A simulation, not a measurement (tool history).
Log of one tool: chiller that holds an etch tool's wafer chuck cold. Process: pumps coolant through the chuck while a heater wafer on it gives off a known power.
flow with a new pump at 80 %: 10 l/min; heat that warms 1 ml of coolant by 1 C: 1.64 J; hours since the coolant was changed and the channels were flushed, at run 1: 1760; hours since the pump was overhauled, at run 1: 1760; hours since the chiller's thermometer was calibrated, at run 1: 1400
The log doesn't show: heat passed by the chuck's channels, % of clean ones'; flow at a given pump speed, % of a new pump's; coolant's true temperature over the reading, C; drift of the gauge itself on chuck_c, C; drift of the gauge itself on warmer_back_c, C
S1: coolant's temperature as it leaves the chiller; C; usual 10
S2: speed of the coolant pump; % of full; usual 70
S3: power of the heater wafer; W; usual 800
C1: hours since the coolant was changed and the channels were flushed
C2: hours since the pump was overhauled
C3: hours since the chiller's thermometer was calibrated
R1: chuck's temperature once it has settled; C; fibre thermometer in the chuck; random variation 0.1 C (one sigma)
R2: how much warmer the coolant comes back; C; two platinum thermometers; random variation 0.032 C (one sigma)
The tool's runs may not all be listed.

Run 1, hour 0: usual settings; C1 1760; C2 1760; C3 1400. Result: R1 19.5 C, R2 3.53 C.
Run 2, hour 72.1: usual settings; C1 1832; C2 1832; C3 1472. Result: R1 19.7 C, R2 3.5 C.
Run 3, hour 132.6: usual settings; C1 1892; C2 1892; C3 1532. Result: R1 19.7 C, R2 3.44 C.
Run 4, hour 190.1: usual settings but S1 4 C; C1 1950; C2 1950; C3 1590. Result: R1 13.8 C, R2 3.57 C.
Run 5, hour 259.1: usual settings but S1 8 C; C1 2019; C2 2019; C3 1659. Result: R1 17.7 C, R2 3.51 C.
Run 6, hour 347.8: usual settings; C1 2108; C2 2108; C3 1748. Result: R1 19.8 C, R2 3.56 C.
Run 7, hour 402.5: usual settings; C1 2162; C2 2162; C3 1802. Result: R1 19.7 C, R2 3.59 C.
Run 8, hour 458.8: usual settings; C1 2219; C2 2219; C3 1859. Result: R1 19.8 C, R2 3.57 C.
Run 9, hour 552: usual settings but S2 79 % of full, S3 1099 W; C1 2312; C2 2312; C3 1952. Result: R1 22.5 C, R2 4.36 C.
Run 10, hour 632.3: usual settings but S2 79 % of full, S3 554 W; C1 2392; C2 2392; C3 2032. Result: R1 16.4 C, R2 2.22 C.
Run 11, hour 696.8: usual settings but S2 60 % of full; C1 2457; C2 2457; C3 2097. Result: R1 21.1 C, R2 4.21 C.
Run 12, hour 773.3: usual settings but S1 15 C, S2 98 % of full, S3 1016 W; C1 2533; C2 2533; C3 2173. Result: R1 24.9 C, R2 3.32 C.
At hour 802.7: chiller's thermometer calibrated.
Run 13, hour 845.7: usual settings but S1 15 C, S2 98 % of full, S3 1016 W; C1 2604; C2 2604; C3 43. Result: R1 24.9 C, R2 3.34 C.
Run 14, hour 909.1: usual settings but S1 15 C, S2 98 % of full, S3 1016 W; C1 2668; C2 2668; C3 106. Result: R1 24.7 C, R2 3.38 C.
Run 15, hour 970.2: usual settings but S2 97 % of full, S3 596 W; C1 2729; C2 2729; C3 168. Result: R1 15.7 C, R2 2.03 C.

Forecast each of these 3 alternatives for the next run:
Run A, hour 1036.7: usual settings but S2 90 % of full; C1 2795; C2 2795; C3 234. Result: R1 ?, R2 ?.
Run B, hour 1036.7: usual settings but S1 2 C, S2 97 % of full, S3 596 W; C1 2795; C2 2795; C3 234. Result: R1 ?, R2 ?.
Run C, hour 1036.7: usual settings but S1 8 C, S2 61 % of full, S3 596 W; C1 2795; C2 2795; C3 234. Result: R1 ?, R2 ?.

run    R1    R2
  A  18.2  2.86
  B   7.8  2.01
  C  16.1  3.09
Without the tool's hidden state the same runs would have given:
run    R1    R2
  A  17.1  2.61
  B     7  1.83
  C  15.1  2.82
